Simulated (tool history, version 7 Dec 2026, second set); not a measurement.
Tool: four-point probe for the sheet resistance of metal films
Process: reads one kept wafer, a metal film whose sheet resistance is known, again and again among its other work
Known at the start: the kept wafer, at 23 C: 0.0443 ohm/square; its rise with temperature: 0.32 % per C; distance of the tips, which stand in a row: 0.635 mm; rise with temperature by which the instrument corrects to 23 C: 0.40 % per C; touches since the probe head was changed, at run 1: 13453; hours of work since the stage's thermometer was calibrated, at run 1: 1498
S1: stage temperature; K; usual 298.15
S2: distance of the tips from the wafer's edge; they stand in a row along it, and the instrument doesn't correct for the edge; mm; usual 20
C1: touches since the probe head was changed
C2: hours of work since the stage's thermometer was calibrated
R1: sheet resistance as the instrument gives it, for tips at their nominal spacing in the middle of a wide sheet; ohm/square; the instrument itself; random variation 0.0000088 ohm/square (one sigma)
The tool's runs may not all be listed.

run	hour	S1	S2	C1	C2	R1
1	0	298.15	20	13453	1498	0.044637
2	39.4	298.15	20	14067	1527	0.044646
# hour 82.9: stage's thermometer calibrated
3	93	298.15	10	14895	7	0.044782
4	143.5	298.15	10	15681	44	0.044788
5	186.6	298.15	10	16354	76	0.044789
6	217.2	307.15	20	16830	98	0.044374
7	273	307.15	20	17700	139	0.044393
8	307.7	307.15	20	18240	164	0.044389
9	342.6	298.15	23	18785	190	0.044732
10	400	298.15	23	19679	231	0.044744
11	451.7	298.15	23	20484	269	0.04472
12	477.1	299.15	20	20881	288	0.044683
13	503.9	293.15	20	21298	307	0.044925
14	532.2	298.15	20	21739	328	0.044729
15	568.5	298.15	3	22305	354	0.045786
16	626.6	298.15	3	23210	397	0.045763
17	684.4	298.15	3	24110	439	0.045778
18	736.4	298.15	19	24922	477	0.044768
19	783	293.15	19	25648	511	0.044952
20	835.6	293.15	19	26467	549	0.044945
21	876.7	298.15	20	27108	579	0.044759
22	905.4	304.15	20	27554	600	0.044527
23	948.2	304.15	20	28221	631	0.044548
24	983.1	295.15	6	28765	657	0.04513
25	1030	304.15	12	29496	691	0.044605
26	1076.4	294.15	40	30219	725	0.044912
27	1103.4	308.15	7	30640	745	0.044582
28	1162.2	298.15	4	31556	788	0.045352
29	1220	307.15	32	32457	830	0.044479
30	1252.8	300.15	60	32969	854	0.044708
31	1299.4	300.15	7	33695	888	0.044895
32	1355.4	295.15	32	34566	928	0.044928
33	1379.3	295.15	32	34940	946	0.044917
34	1420.4	295.15	32	35579	976	0.044897
35	1453.8	292.15	5	36100	1000	0.045404
36	1507.4	301.15	13	36936	1039	0.044737
37	1532.3	301.15	13	37324	1058	0.044746
38	1569.2	301.15	68	37899	1084	0.044684
39	1616.6	293.15	12	38637	1119	0.045052
40	1673.4	295.15	5	39523	1161	0.045291
41	1732.7	292.15	73	40447	1204	0.045045
42	1772.4	292.15	73	41065	1233	0.045043
43	1813.5	300.15	11	41706	1263	0.044802
44	1841.2	302.15	4	42137	1283	0.045278
45	1885.5	302.15	4	42827	1315	0.045282

Some steps in R1 between neighbouring runs. How much of each would the tool show without its hidden state too (settings, what came in, random variation), and how much is left for the hidden state, with any gauge scatter that isn't in both results?
The hidden state here: inner tips' distance over the nominal, %; tips' flats over new ones', %; wafer's true temperature over the reading, C; drift of the gauge itself on sheet_ohm, %.
Run 2 -> 3: S2 20 -> 10, stage's thermometer calibrated. R1 +0.000136 ohm/square: hidden state +0.000066, all else +0.00007.
Run 14 -> 15: S2 20 -> 3. R1 +0.001057 ohm/square: hidden state +0.000015, all else +0.001042.
Run 17 -> 18: S2 3 -> 19. R1 -0.00101 ohm/square: hidden state -0.000006, all else -0.001004.
Run 27 -> 28: S1 308.15 -> 298.15, S2 7 -> 4. R1 +0.00077 ohm/square: hidden state +0.000013, all else +0.000757.
Run 28 -> 29: S1 298.15 -> 307.15, S2 4 -> 32. R1 -0.000873 ohm/square: hidden state -0.000005, all else -0.000868.
